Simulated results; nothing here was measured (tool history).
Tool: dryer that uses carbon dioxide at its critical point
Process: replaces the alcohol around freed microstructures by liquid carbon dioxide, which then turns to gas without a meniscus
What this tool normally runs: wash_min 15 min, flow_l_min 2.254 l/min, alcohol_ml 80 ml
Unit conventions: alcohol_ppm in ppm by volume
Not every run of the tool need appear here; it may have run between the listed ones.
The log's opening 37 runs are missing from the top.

Run 38, day 23.971: usual settings but wash_min 22 min, flow_l_min 1.940 l/min, alcohol_ml 49 ml. Result: alcohol_ppm 123 ppm by volume.
Run 39, day 24.754: usual settings but wash_min 16 min, flow_l_min 2.330 l/min. Result: alcohol_ppm 159 ppm by volume.
Run 40, day 25.233: usual settings but flow_l_min 2.820 l/min. Result: alcohol_ppm 131 ppm by volume.
Run 41, day 25.979: usual settings but flow_l_min 2.820 l/min. Result: alcohol_ppm 139 ppm by volume.
Run 42, day 26.667: usual settings but flow_l_min 2.820 l/min. Result: alcohol_ppm 137 ppm by volume.
Run 43, day 27.512: usual settings but flow_l_min 3.160 l/min, alcohol_ml 45 ml. Result: alcohol_ppm 132 ppm by volume.
Run 44, day 27.958: usual settings but flow_l_min 3.160 l/min, alcohol_ml 45 ml. Result: alcohol_ppm 139 ppm by volume.
Run 45, day 28.512: usual settings but flow_l_min 1.580 l/min, alcohol_ml 67 ml. Result: alcohol_ppm 393 ppm by volume.
Run 46, day 29.438: usual settings but wash_min 13 min, flow_l_min 1.430 l/min, alcohol_ml 40 ml. Result: alcohol_ppm 530 ppm by volume.

Alternative continuations, all from the tool just after run 46; predict every row:
Run A, day 30.108: usual settings but flow_l_min 2.880 l/min. Result: alcohol_ppm ?.
Run B, day 30.108: usual settings but flow_l_min 1.560 l/min. Result: alcohol_ppm ?.
Run C, day 30.108: usual settings but wash_min 9 min, flow_l_min 2.960 l/min, alcohol_ml 52 ml. Result: alcohol_ppm ?.

run  alcohol_ppm
  A          149
  B          470
  C          243
With the hidden condition removed and each run's random variation left untouched, the same runs would have given:
run  alcohol_ppm
  A           13
  B          265
  C           85
